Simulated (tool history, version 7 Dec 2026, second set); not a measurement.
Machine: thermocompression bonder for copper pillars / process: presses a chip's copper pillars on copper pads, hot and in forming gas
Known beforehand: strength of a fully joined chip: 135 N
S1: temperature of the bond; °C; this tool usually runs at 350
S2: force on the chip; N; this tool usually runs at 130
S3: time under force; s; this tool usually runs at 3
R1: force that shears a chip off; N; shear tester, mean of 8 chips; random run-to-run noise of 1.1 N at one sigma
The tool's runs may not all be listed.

run,hour,S1,S2,S3,R1
1,0.0,350,130,3,93.6
2,16.5,350,130,3,95.9
3,27.1,353,130,3,97.0
4,37.5,353,130,3,97.0
5,48.6,353,130,3,96.8
6,68.8,353,130,3,94.1
7,78.2,353,130,3,94.6
8,92.8,353,130,3,94.3
9,110.7,353,130,3,95.7
10,124.0,364,78,3,82.1
11,139.5,364,78,3,83.6
# hour 142.7: heater calibrated with a thermocouple chip
12,153.7,364,78,3,83.5
13,172.4,376,117,3,101.8
14,191.3,376,117,3,99.7
15,205.5,357,145,3,99.8

Here are 3 independent what-if runs from the current tool condition. What would each one return?
# hour 216.3: heater calibrated with a thermocouple chip, once more
A,216.6,345,145,3,?
# hour 216.3: heater calibrated with a thermocouple chip, once more
B,216.6,350,130,4,?
# hour 216.3: heater calibrated with a thermocouple chip, once more
C,216.6,334,100,9,?

run,R1
A,91.5
B,96.7
C,100.2
What these runs would have given with no unlogged condition in the tool:
run,R1
A,96.2
B,101.5
C,105.1
